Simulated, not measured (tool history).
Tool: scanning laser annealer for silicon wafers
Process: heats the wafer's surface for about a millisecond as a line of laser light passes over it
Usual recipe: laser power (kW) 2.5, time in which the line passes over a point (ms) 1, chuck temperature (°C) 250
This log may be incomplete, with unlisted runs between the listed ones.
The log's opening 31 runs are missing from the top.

run	hour	laser power (kW)	time in which the line passes over a point (ms)	chuck temperature (°C)	highest temperature of the surface (°C)
32	879.1	2.5	0.83	285	904
# hour 889.1: window over the wafer cleaned
33	901.9	2.5	0.83	285	939
34	935.6	2.208	1	249	888
35	973.3	2.234	1	271	918
36	1001.1	2.711	0.84	250	964
37	1038.1	2.5	1.22	227	1042
38	1062.9	2.5	1.22	227	1041
39	1085.6	2.5	1.22	227	1041
40	1121	2.648	1.22	289	1152
41	1156.8	2.696	1	213	996
42	1190	2.401	0.72	229	795

Predict each of these 3 candidate next runs independently; none follows another, all start after run 42:
A	1209.1	2.401	0.72	279	?
B	1209.1	2.401	0.84	246	?
C	1209.1	2.34	1.06	277	?

run	highest temperature of the surface (°C)
A	846
B	870
C	973
Had the tool no hidden state, the same runs would have come out as:
run	highest temperature of the surface (°C)
A	858
B	884
C	988
